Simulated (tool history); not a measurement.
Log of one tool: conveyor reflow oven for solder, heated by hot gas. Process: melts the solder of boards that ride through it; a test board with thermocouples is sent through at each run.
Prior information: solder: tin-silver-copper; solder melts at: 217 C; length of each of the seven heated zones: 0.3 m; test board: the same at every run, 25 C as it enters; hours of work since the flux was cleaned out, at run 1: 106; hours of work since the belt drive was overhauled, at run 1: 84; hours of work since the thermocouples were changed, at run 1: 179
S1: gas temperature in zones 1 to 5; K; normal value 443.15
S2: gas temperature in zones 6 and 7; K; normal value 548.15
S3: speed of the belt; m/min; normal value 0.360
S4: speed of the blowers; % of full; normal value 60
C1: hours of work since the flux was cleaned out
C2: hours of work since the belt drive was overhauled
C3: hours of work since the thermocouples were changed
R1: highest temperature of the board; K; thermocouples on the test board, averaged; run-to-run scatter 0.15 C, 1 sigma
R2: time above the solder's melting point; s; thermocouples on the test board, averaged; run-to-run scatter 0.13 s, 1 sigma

run	hour	S1	S2	S3	S4	C1	C2	C3	R1	R2
1	0.0	443.15	548.15	0.360	60	106	84	179	529.95	76.8
2	12.4	443.15	548.15	0.360	82	112	90	186	535.55	82.4
3	19.7	441.15	548.15	0.360	60	116	94	190	529.45	75.9
4	27.1	443.15	548.15	0.360	60	120	98	194	529.85	76.8
5	36.9	443.15	548.15	0.378	60	126	104	199	528.15	71.1
6	45.9	443.15	548.15	0.378	60	131	108	204	528.15	71.2
7	54.8	434.15	548.15	0.360	60	135	113	209	528.15	71.7
8	60.9	443.15	548.15	0.360	60	139	117	212	529.75	76.6
9	68.3	443.15	548.15	0.360	60	143	121	216	529.95	76.6
10	76.6	443.15	548.15	0.360	60	147	125	221	529.95	76.5
11	83.8	438.15	548.15	0.360	60	151	129	225	528.95	73.4
12	95.4	443.15	543.15	0.360	62	157	135	231	526.05	73.2
13	105.9	440.15	561.15	0.366	60	163	141	237	540.15	82.3
14	113.8	440.15	561.15	0.366	60	167	145	241	540.15	82.3
15	120.3	440.15	561.15	0.366	60	171	149	244	540.15	82.2
16	126.9	443.15	548.15	0.360	55	174	152	248	528.05	74.6
17	133.3	443.15	548.15	0.360	55	178	156	251	527.75	74.7
18	143.2	443.15	548.15	0.360	67	183	161	257	531.65	78.7
19	155.6	443.15	548.15	0.360	67	190	168	263	531.55	78.6
20	167.5	431.15	539.15	0.422	80	196	174	270	519.15	51.8
21	178.8	431.15	539.15	0.422	80	203	180	276	518.75	51.6
22	191.6	447.15	548.15	0.360	52	209	187	283	527.45	75.9

Run by run, hidden condition taken away, random variation retained:
What the log doesn't record here: heat that the gas passes to the board, % of a clean oven's; belt's true speed, % of the reading; true gas temperature in zones 6 and 7 over the reading, C; drift of the gauge itself on peak_c, C; drift of the gauge itself on liquid_s, %.
run	R1	R2
1	530.05	77.0
2	535.75	82.6
3	529.55	76.1
4	530.05	77.0
5	528.35	71.4
6	528.35	71.5
7	528.35	72.0
8	530.05	76.9
9	530.25	77.0
10	530.25	76.9
11	529.25	73.8
12	526.45	73.7
13	540.65	82.6
14	540.65	82.6
15	540.65	82.5
16	528.45	75.0
17	528.25	75.2
18	532.15	79.2
19	532.15	79.1
20	520.05	53.0
21	519.75	52.9
22	528.05	76.5
